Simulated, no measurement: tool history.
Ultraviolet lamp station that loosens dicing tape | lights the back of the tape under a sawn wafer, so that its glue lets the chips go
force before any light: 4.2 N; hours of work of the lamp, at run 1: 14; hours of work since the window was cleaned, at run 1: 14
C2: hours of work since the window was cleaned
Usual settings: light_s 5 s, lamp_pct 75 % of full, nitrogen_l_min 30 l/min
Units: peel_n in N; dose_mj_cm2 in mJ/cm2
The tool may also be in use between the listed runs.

run 1 hour=0 | light_s=5 lamp_pct=75 nitrogen_l_min=30 | hours_of_work_of_the_lamp=14 C2=14 | peel_n=0.495 dose_mj_cm2=203
run 2 hour=12 | light_s=5 lamp_pct=75 nitrogen_l_min=30 | hours_of_work_of_the_lamp=22 C2=22 | peel_n=0.481 dose_mj_cm2=203
run 3 hour=24.9 | light_s=4 lamp_pct=75 nitrogen_l_min=30 | hours_of_work_of_the_lamp=30 C2=30 | peel_n=0.71 dose_mj_cm2=163
run 4 hour=37 | light_s=5 lamp_pct=75 nitrogen_l_min=30 | hours_of_work_of_the_lamp=39 C2=39 | peel_n=0.486 dose_mj_cm2=199
run 5 hour=46.3 | light_s=5 lamp_pct=75 nitrogen_l_min=30 | hours_of_work_of_the_lamp=45 C2=45 | peel_n=0.508 dose_mj_cm2=203
run 6 hour=57.6 | light_s=5 lamp_pct=75 nitrogen_l_min=30 | hours_of_work_of_the_lamp=52 C2=52 | peel_n=0.51 dose_mj_cm2=198
run 7 hour=68.7 | light_s=5 lamp_pct=75 nitrogen_l_min=30 | hours_of_work_of_the_lamp=60 C2=60 | peel_n=0.499 dose_mj_cm2=198
run 8 hour=77.6 | light_s=5 lamp_pct=75 nitrogen_l_min=14 | hours_of_work_of_the_lamp=66 C2=66 | peel_n=0.777 dose_mj_cm2=197
run 9 hour=85.5 | light_s=5 lamp_pct=75 nitrogen_l_min=14 | hours_of_work_of_the_lamp=71 C2=71 | peel_n=0.752 dose_mj_cm2=201
run 10 hour=96.2 | light_s=5 lamp_pct=75 nitrogen_l_min=14 | hours_of_work_of_the_lamp=78 C2=78 | peel_n=0.768 dose_mj_cm2=198
run 11 hour=104 | light_s=5 lamp_pct=75 nitrogen_l_min=14 | hours_of_work_of_the_lamp=83 C2=83 | peel_n=0.776 dose_mj_cm2=198
run 12 hour=114.2 | light_s=5 lamp_pct=75 nitrogen_l_min=11 | hours_of_work_of_the_lamp=90 C2=90 | peel_n=0.867 dose_mj_cm2=197
run 13 hour=125.4 | light_s=5 lamp_pct=75 nitrogen_l_min=11 | hours_of_work_of_the_lamp=97 C2=97 | peel_n=0.888 dose_mj_cm2=197
run 14 hour=136.7 | light_s=5 lamp_pct=75 nitrogen_l_min=11 | hours_of_work_of_the_lamp=105 C2=105 | peel_n=0.865 dose_mj_cm2=195
run 15 hour=144.6 | light_s=5 lamp_pct=75 nitrogen_l_min=11 | hours_of_work_of_the_lamp=110 C2=110 | peel_n=0.885 dose_mj_cm2=196
run 16 hour=154.5 | light_s=5 lamp_pct=75 nitrogen_l_min=11 | hours_of_work_of_the_lamp=117 C2=117 | peel_n=0.887 dose_mj_cm2=195
run 17 hour=163.5 | light_s=5 lamp_pct=75 nitrogen_l_min=30 | hours_of_work_of_the_lamp=123 C2=123 | peel_n=0.506 dose_mj_cm2=196
run 18 hour=176 | light_s=5 lamp_pct=75 nitrogen_l_min=30 | hours_of_work_of_the_lamp=131 C2=131 | peel_n=0.534 dose_mj_cm2=196
run 19 hour=186.5 | light_s=5 lamp_pct=75 nitrogen_l_min=30 | hours_of_work_of_the_lamp=138 C2=138 | peel_n=0.534 dose_mj_cm2=192
run 20 hour=199.4 | light_s=5 lamp_pct=75 nitrogen_l_min=30 | hours_of_work_of_the_lamp=146 C2=146 | peel_n=0.541 dose_mj_cm2=192
run 21 hour=211.6 | light_s=5 lamp_pct=75 nitrogen_l_min=30 | hours_of_work_of_the_lamp=155 C2=155 | peel_n=0.535 dose_mj_cm2=190
run 22 hour=226.1 | light_s=5 lamp_pct=66 nitrogen_l_min=30 | hours_of_work_of_the_lamp=164 C2=164 | peel_n=0.696 dose_mj_cm2=166
run 23 hour=239.9 | light_s=5 lamp_pct=66 nitrogen_l_min=30 | hours_of_work_of_the_lamp=173 C2=173 | peel_n=0.683 dose_mj_cm2=163
run 24 hour=252.7 | light_s=5 lamp_pct=75 nitrogen_l_min=55 | hours_of_work_of_the_lamp=182 C2=182 | peel_n=0.421 dose_mj_cm2=188

Forecast run 25:
run 25 hour=260.9 | light_s=2 lamp_pct=78 nitrogen_l_min=9 | hours_of_work_of_the_lamp=187 C2=187 | peel_n=? dose_mj_cm2=?

Run 25 gave peel_n 2.298 N, dose_mj_cm2 78 mJ/cm2.
Without the tool's hidden state the same run would have given peel_n 2.161 N, dose_mj_cm2 86 mJ/cm2.
